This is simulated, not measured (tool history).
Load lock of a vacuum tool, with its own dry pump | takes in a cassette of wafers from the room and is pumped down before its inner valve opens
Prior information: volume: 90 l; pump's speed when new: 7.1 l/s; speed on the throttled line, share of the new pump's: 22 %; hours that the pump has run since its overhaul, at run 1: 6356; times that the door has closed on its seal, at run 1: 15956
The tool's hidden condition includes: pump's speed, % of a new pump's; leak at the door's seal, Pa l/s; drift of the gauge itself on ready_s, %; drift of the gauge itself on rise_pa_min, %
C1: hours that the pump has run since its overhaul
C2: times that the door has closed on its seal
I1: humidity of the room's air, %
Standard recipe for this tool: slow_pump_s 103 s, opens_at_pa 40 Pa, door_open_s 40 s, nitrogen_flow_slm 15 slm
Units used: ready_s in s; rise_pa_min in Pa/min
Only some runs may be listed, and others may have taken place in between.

{"run": 1, "hour": 0.0, "slow_pump_s": 103, "opens_at_pa": 40, "door_open_s": 40, "nitrogen_flow_slm": 15, "C1": 6356, "C2": 15956, "I1": 48.2, "ready_s": 185, "rise_pa_min": 0.346}
{"run": 2, "hour": 588.2, "slow_pump_s": 138, "opens_at_pa": 40, "door_open_s": 40, "nitrogen_flow_slm": 15, "C1": 6944, "C2": 17887, "I1": 42.5, "ready_s": 214.9, "rise_pa_min": 0.388}
{"run": 3, "hour": 1038.2, "slow_pump_s": 138, "opens_at_pa": 40, "door_open_s": 40, "nitrogen_flow_slm": 15, "C1": 7394, "C2": 19364, "I1": 45, "ready_s": 211.9, "rise_pa_min": 0.444}
{"run": 4, "hour": 1300.8, "slow_pump_s": 103, "opens_at_pa": 40, "door_open_s": 40, "nitrogen_flow_slm": 15, "C1": 7657, "C2": 20227, "I1": 48.1, "ready_s": 187.6, "rise_pa_min": 0.471}
{"run": 5, "hour": 1542.4, "slow_pump_s": 103, "opens_at_pa": 41, "door_open_s": 40, "nitrogen_flow_slm": 15, "C1": 7898, "C2": 21019, "I1": 44.1, "ready_s": 186, "rise_pa_min": 0.494}
{"run": 6, "hour": 2103.4, "slow_pump_s": 103, "opens_at_pa": 41, "door_open_s": 40, "nitrogen_flow_slm": 15, "C1": 8460, "C2": 22862, "I1": 42.2, "ready_s": 188.4, "rise_pa_min": 0.572}
{"run": 7, "hour": 2399.9, "slow_pump_s": 103, "opens_at_pa": 41, "door_open_s": 40, "nitrogen_flow_slm": 15, "C1": 8756, "C2": 23835, "I1": 42.9, "ready_s": 187.5, "rise_pa_min": 0.62}
{"run": 8, "hour": 2661.4, "slow_pump_s": 103, "opens_at_pa": 41, "door_open_s": 40, "nitrogen_flow_slm": 15, "C1": 9018, "C2": 24693, "I1": 45, "ready_s": 188.1, "rise_pa_min": 0.658}
{"run": 9, "hour": 3015.6, "slow_pump_s": 103, "opens_at_pa": 40, "door_open_s": 43, "nitrogen_flow_slm": 15, "C1": 9372, "C2": 25856, "I1": 45.4, "ready_s": 187.7, "rise_pa_min": 0.71}
{"hour": 3280.2, "done": "door's seal changed, seat wiped"}
{"run": 10, "hour": 3486.3, "slow_pump_s": 103, "opens_at_pa": 40, "door_open_s": 43, "nitrogen_flow_slm": 15, "C1": 9841, "C2": 677, "I1": 45.3, "ready_s": 190.5, "rise_pa_min": 0.036}
{"run": 11, "hour": 3858.0, "slow_pump_s": 103, "opens_at_pa": 40, "door_open_s": 43, "nitrogen_flow_slm": 15, "C1": 10213, "C2": 1897, "I1": 44.4, "ready_s": 188.3, "rise_pa_min": 0.051}
{"run": 12, "hour": 4399.1, "slow_pump_s": 103, "opens_at_pa": 40, "door_open_s": 43, "nitrogen_flow_slm": 15, "C1": 10754, "C2": 3674, "I1": 40.7, "ready_s": 190.6, "rise_pa_min": 0.068}
{"run": 13, "hour": 4853.9, "slow_pump_s": 103, "opens_at_pa": 40, "door_open_s": 40, "nitrogen_flow_slm": 7, "C1": 11208, "C2": 5166, "I1": 45.5, "ready_s": 192.4, "rise_pa_min": 0.095}
{"run": 14, "hour": 5318.9, "slow_pump_s": 103, "opens_at_pa": 40, "door_open_s": 40, "nitrogen_flow_slm": 9, "C1": 11674, "C2": 6693, "I1": 44.3, "ready_s": 190.1, "rise_pa_min": 0.123}
{"run": 15, "hour": 5849.0, "slow_pump_s": 103, "opens_at_pa": 40, "door_open_s": 40, "nitrogen_flow_slm": 9, "C1": 12204, "C2": 8434, "I1": 44.1, "ready_s": 191, "rise_pa_min": 0.15}
{"run": 16, "hour": 6268.1, "slow_pump_s": 103, "opens_at_pa": 53, "door_open_s": 40, "nitrogen_flow_slm": 15, "C1": 12623, "C2": 9810, "I1": 47.3, "ready_s": 186.4, "rise_pa_min": 0.175}
{"run": 17, "hour": 6831.5, "slow_pump_s": 103, "opens_at_pa": 53, "door_open_s": 40, "nitrogen_flow_slm": 15, "C1": 13186, "C2": 11659, "I1": 45.3, "ready_s": 188.4, "rise_pa_min": 0.21}
{"run": 18, "hour": 7228.4, "slow_pump_s": 103, "opens_at_pa": 53, "door_open_s": 40, "nitrogen_flow_slm": 15, "C1": 13583, "C2": 12962, "I1": 43.3, "ready_s": 190.7, "rise_pa_min": 0.243}
{"run": 19, "hour": 7772.5, "slow_pump_s": 103, "opens_at_pa": 39, "door_open_s": 40, "nitrogen_flow_slm": 15, "C1": 14127, "C2": 14749, "I1": 48.8, "ready_s": 197.8, "rise_pa_min": 0.293}
{"run": 20, "hour": 8252.9, "slow_pump_s": 120, "opens_at_pa": 66, "door_open_s": 105, "nitrogen_flow_slm": 24, "C1": 14608, "C2": 16326, "I1": 44, "ready_s": 200.2, "rise_pa_min": 0.344}
{"run": 21, "hour": 8555.8, "slow_pump_s": 120, "opens_at_pa": 66, "door_open_s": 105, "nitrogen_flow_slm": 24, "C1": 14910, "C2": 17320, "I1": 45.6, "ready_s": 200.4, "rise_pa_min": 0.381}
{"run": 22, "hour": 9145.6, "slow_pump_s": 113, "opens_at_pa": 56, "door_open_s": 29, "nitrogen_flow_slm": 15, "C1": 15500, "C2": 19256, "I1": 46.5, "ready_s": 199.8, "rise_pa_min": 0.426}
{"run": 23, "hour": 9589.3, "slow_pump_s": 56, "opens_at_pa": 50, "door_open_s": 29, "nitrogen_flow_slm": 15, "C1": 15944, "C2": 20713, "I1": 44.6, "ready_s": 157, "rise_pa_min": 0.479}
{"run": 24, "hour": 9918.4, "slow_pump_s": 56, "opens_at_pa": 50, "door_open_s": 29, "nitrogen_flow_slm": 15, "C1": 16273, "C2": 21794, "I1": 44.9, "ready_s": 157.3, "rise_pa_min": 0.518}
{"run": 25, "hour": 10434.1, "slow_pump_s": 61, "opens_at_pa": 40, "door_open_s": 40, "nitrogen_flow_slm": 41, "C1": 16789, "C2": 23487, "I1": 42.1, "ready_s": 166.8, "rise_pa_min": 0.574}
{"run": 26, "hour": 10996.3, "slow_pump_s": 61, "opens_at_pa": 40, "door_open_s": 40, "nitrogen_flow_slm": 41, "C1": 17351, "C2": 25332, "I1": 42.2, "ready_s": 167.9, "rise_pa_min": 0.642}
{"hour": 11425.2, "done": "door's seal changed, seat wiped"}
{"hour": 11560.7, "done": "dry pump taken out, an overhauled one fitted"}
{"run": 27, "hour": 11593.4, "slow_pump_s": 103, "opens_at_pa": 46, "door_open_s": 57, "nitrogen_flow_slm": 15, "C1": 33, "C2": 533, "I1": 43, "ready_s": 181.6, "rise_pa_min": 0.038}
{"run": 28, "hour": 11871.6, "slow_pump_s": 53, "opens_at_pa": 49, "door_open_s": 142, "nitrogen_flow_slm": 40, "C1": 311, "C2": 1446, "I1": 43.3, "ready_s": 139.9, "rise_pa_min": 0.042}
{"run": 29, "hour": 12301.5, "slow_pump_s": 76, "opens_at_pa": 40, "door_open_s": 56, "nitrogen_flow_slm": 15, "C1": 741, "C2": 2858, "I1": 45.1, "ready_s": 161.4, "rise_pa_min": 0.063}
{"run": 30, "hour": 12598.1, "slow_pump_s": 129, "opens_at_pa": 75, "door_open_s": 40, "nitrogen_flow_slm": 15, "C1": 1037, "C2": 3831, "I1": 43.4, "ready_s": 195.3, "rise_pa_min": 0.068}
{"run": 31, "hour": 13187.5, "slow_pump_s": 62, "opens_at_pa": 57, "door_open_s": 40, "nitrogen_flow_slm": 15, "C1": 1627, "C2": 5767, "I1": 46.1, "ready_s": 145.7, "rise_pa_min": 0.107}
{"run": 32, "hour": 13441.3, "slow_pump_s": 182, "opens_at_pa": 43, "door_open_s": 35, "nitrogen_flow_slm": 4, "C1": 1881, "C2": 6600, "I1": 43.8, "ready_s": 243.7, "rise_pa_min": 0.12}
{"run": 33, "hour": 13717.4, "slow_pump_s": 69, "opens_at_pa": 43, "door_open_s": 28, "nitrogen_flow_slm": 20, "C1": 2157, "C2": 7506, "I1": 46.9, "ready_s": 154.9, "rise_pa_min": 0.118}
{"run": 34, "hour": 14114.7, "slow_pump_s": 71, "opens_at_pa": 55, "door_open_s": 40, "nitrogen_flow_slm": 15, "C1": 2554, "C2": 8810, "I1": 44.8, "ready_s": 155.1, "rise_pa_min": 0.15}
{"run": 35, "hour": 14667.3, "slow_pump_s": 71, "opens_at_pa": 55, "door_open_s": 40, "nitrogen_flow_slm": 15, "C1": 3107, "C2": 10625, "I1": 45.7, "ready_s": 154.5, "rise_pa_min": 0.184}
{"run": 36, "hour": 15210.0, "slow_pump_s": 125, "opens_at_pa": 30, "door_open_s": 40, "nitrogen_flow_slm": 15, "C1": 3649, "C2": 12407, "I1": 42.1, "ready_s": 206.9, "rise_pa_min": 0.223}

Consider 4 possible next runs. They are alternatives, not a sequence: every one starts from the tool as it was left by run 36. What does each give?
{"run": "A", "hour": 15682.5, "slow_pump_s": 86, "opens_at_pa": 40, "door_open_s": 40, "nitrogen_flow_slm": 15, "C1": 4122, "C2": 13958, "I1": 44.4, "ready_s": "?", "rise_pa_min": "?"}
{"run": "B", "hour": 15682.5, "slow_pump_s": 125, "opens_at_pa": 30, "door_open_s": 40, "nitrogen_flow_slm": 6, "C1": 4122, "C2": 13958, "I1": 45.3, "ready_s": "?", "rise_pa_min": "?"}
{"run": "C", "hour": 15682.5, "slow_pump_s": 185, "opens_at_pa": 65, "door_open_s": 40, "nitrogen_flow_slm": 15, "C1": 4122, "C2": 13958, "I1": 45.4, "ready_s": "?", "rise_pa_min": "?"}
{"run": "D", "hour": 15682.5, "slow_pump_s": 103, "opens_at_pa": 30, "door_open_s": 40, "nitrogen_flow_slm": 15, "C1": 4122, "C2": 13958, "I1": 40.8, "ready_s": "?", "rise_pa_min": "?"}

run=A ready_s=171.5 rise_pa_min=0.266
run=B ready_s=206.6 rise_pa_min=0.283
run=C ready_s=243.8 rise_pa_min=0.26
run=D ready_s=188.7 rise_pa_min=0.265
With no hidden state in the tool, these same runs would have given:
run=A ready_s=167.2 rise_pa_min=0.028
run=B ready_s=202.5 rise_pa_min=0.045
run=C ready_s=240.9 rise_pa_min=0.023
run=D ready_s=184.1 rise_pa_min=0.029
